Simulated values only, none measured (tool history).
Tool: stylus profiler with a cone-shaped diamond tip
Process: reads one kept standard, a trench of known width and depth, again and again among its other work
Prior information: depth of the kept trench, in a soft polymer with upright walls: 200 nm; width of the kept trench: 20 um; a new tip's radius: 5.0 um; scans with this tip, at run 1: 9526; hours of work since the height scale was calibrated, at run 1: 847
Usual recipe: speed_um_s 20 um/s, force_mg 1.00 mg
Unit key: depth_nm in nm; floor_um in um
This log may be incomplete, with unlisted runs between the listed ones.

run	day	speed_um_s	force_mg	scans with this tip	hours of work since the height scale was calibrated	depth_nm	floor_um
1	0.000	20	1.00	9526	847	201.54	17.04
2	0.946	20	1.00	9708	863	201.28	17.07
3	2.938	20	1.00	10090	897	201.40	17.03
4	4.492	20	0.95	10389	924	201.44	17.00
5	5.742	13	1.00	10629	945	201.44	17.10
6	7.483	13	1.00	10963	975	201.54	17.08
7	8.288	13	1.00	11118	989	201.38	17.03
8	9.346	13	1.00	11321	1007	201.50	17.08
9	10.746	23	0.37	11590	1031	200.79	16.88
10	11.917	20	0.82	11815	1051	201.20	16.99
11	13.338	13	0.74	12088	1075	201.13	17.10
12	14.633	13	2.27	12336	1097	202.41	17.09
13	16.388	17	2.19	12673	1127	202.40	17.08

Consider 5 possible next runs. They are alternatives, not a sequence: every one starts from the tool as it was left by run 13. What does each give?
A	18.212	26	2.19	13024	1158	?	?
B	18.212	31	1.00	13024	1158	?	?
C	18.212	17	1.55	13024	1158	?	?
D	18.212	12	1.41	13024	1158	?	?
E	18.212	20	1.99	13024	1158	?	?

run	depth_nm	floor_um
A	202.48	17.02
B	201.32	16.91
C	201.89	17.07
D	201.83	17.10
E	202.36	17.04
Take away the tool's hidden state, keep each run's random variation, and the runs would have read:
run	depth_nm	floor_um
A	202.50	17.05
B	201.35	16.94
C	201.91	17.10
D	201.86	17.13
E	202.38	17.07
